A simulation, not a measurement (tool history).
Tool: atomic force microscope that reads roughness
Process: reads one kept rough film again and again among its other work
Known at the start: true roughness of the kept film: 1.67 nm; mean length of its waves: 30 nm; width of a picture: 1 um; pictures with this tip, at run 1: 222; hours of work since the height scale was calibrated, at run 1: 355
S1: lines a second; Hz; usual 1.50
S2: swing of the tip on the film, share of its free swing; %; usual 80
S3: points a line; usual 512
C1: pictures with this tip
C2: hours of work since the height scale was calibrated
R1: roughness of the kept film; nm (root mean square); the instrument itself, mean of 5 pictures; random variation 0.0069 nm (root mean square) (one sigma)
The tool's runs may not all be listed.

{"run": 1, "hour": 0.0, "S1": 1.5, "S2": 80, "S3": 512, "C1": 222, "C2": 355, "R1": 1.3}
{"run": 2, "hour": 12.4, "S1": 1.5, "S2": 80, "S3": 512, "C1": 252, "C2": 365, "R1": 1.291}
{"run": 3, "hour": 22.0, "S1": 1.5, "S2": 80, "S3": 512, "C1": 276, "C2": 372, "R1": 1.293}
{"run": 4, "hour": 29.2, "S1": 1.5, "S2": 80, "S3": 512, "C1": 293, "C2": 377, "R1": 1.271}
{"run": 5, "hour": 35.0, "S1": 1.5, "S2": 80, "S3": 286, "C1": 308, "C2": 382, "R1": 1.253}
{"hour": 39.1, "done": "new tip fitted"}
{"run": 6, "hour": 44.1, "S1": 1.5, "S2": 80, "S3": 512, "C1": 12, "C2": 388, "R1": 1.4}
{"run": 7, "hour": 55.9, "S1": 1.5, "S2": 80, "S3": 512, "C1": 41, "C2": 397, "R1": 1.367}
{"run": 8, "hour": 67.6, "S1": 1.5, "S2": 80, "S3": 512, "C1": 69, "C2": 406, "R1": 1.366}
{"run": 9, "hour": 77.1, "S1": 1.5, "S2": 80, "S3": 512, "C1": 93, "C2": 413, "R1": 1.353}
{"run": 10, "hour": 87.5, "S1": 1.5, "S2": 80, "S3": 512, "C1": 118, "C2": 421, "R1": 1.342}
{"run": 11, "hour": 93.0, "S1": 1.5, "S2": 64, "S3": 512, "C1": 132, "C2": 425, "R1": 1.421}
{"run": 12, "hour": 102.3, "S1": 2.61, "S2": 56, "S3": 274, "C1": 154, "C2": 432, "R1": 1.39}
{"run": 13, "hour": 108.1, "S1": 1.5, "S2": 70, "S3": 285, "C1": 169, "C2": 436, "R1": 1.363}
{"run": 14, "hour": 116.5, "S1": 3.08, "S2": 70, "S3": 285, "C1": 189, "C2": 443, "R1": 1.285}
{"hour": 118.2, "done": "height scale calibrated on a step standard"}
{"run": 15, "hour": 126.8, "S1": 3.08, "S2": 70, "S3": 285, "C1": 212, "C2": 7, "R1": 1.268}
{"run": 16, "hour": 135.6, "S1": 3.19, "S2": 70, "S3": 298, "C1": 233, "C2": 13, "R1": 1.246}
{"run": 17, "hour": 148.1, "S1": 1.86, "S2": 65, "S3": 355, "C1": 264, "C2": 23, "R1": 1.34}
{"run": 18, "hour": 157.6, "S1": 1.08, "S2": 59, "S3": 686, "C1": 288, "C2": 30, "R1": 1.371}
{"run": 19, "hour": 168.1, "S1": 2.99, "S2": 60, "S3": 324, "C1": 313, "C2": 38, "R1": 1.305}
{"hour": 169.5, "done": "new tip fitted"}
{"hour": 175.3, "done": "height scale calibrated on a step standard, once more"}
{"run": 20, "hour": 175.4, "S1": 2.99, "S2": 60, "S3": 324, "C1": 12, "C2": 0, "R1": 1.435}
{"run": 21, "hour": 187.0, "S1": 2.99, "S2": 60, "S3": 324, "C1": 41, "C2": 9, "R1": 1.423}
{"run": 22, "hour": 194.9, "S1": 2.99, "S2": 60, "S3": 324, "C1": 60, "C2": 15, "R1": 1.42}

Measured less the same run without the tool's hidden state. The same run-to-run variation is in both; the gauge's scatter may not be:
The hidden state here: radius of the tip, nm; height scale over the true one, %; drift of the gauge itself on roughness_nm, %.
run=1 R1=-0.096
run=2 R1=-0.109
run=3 R1=-0.119
run=4 R1=-0.125
run=5 R1=-0.129
run=6 R1=-0.016
run=7 R1=-0.028
run=8 R1=-0.040
run=9 R1=-0.051
run=10 R1=-0.061
run=11 R1=-0.071
run=12 R1=-0.080
run=13 R1=-0.086
run=14 R1=-0.089
run=15 R1=-0.099
run=16 R1=-0.107
run=17 R1=-0.128
run=18 R1=-0.141
run=19 R1=-0.145
run=20 R1=-0.013
run=21 R1=-0.026
run=22 R1=-0.035

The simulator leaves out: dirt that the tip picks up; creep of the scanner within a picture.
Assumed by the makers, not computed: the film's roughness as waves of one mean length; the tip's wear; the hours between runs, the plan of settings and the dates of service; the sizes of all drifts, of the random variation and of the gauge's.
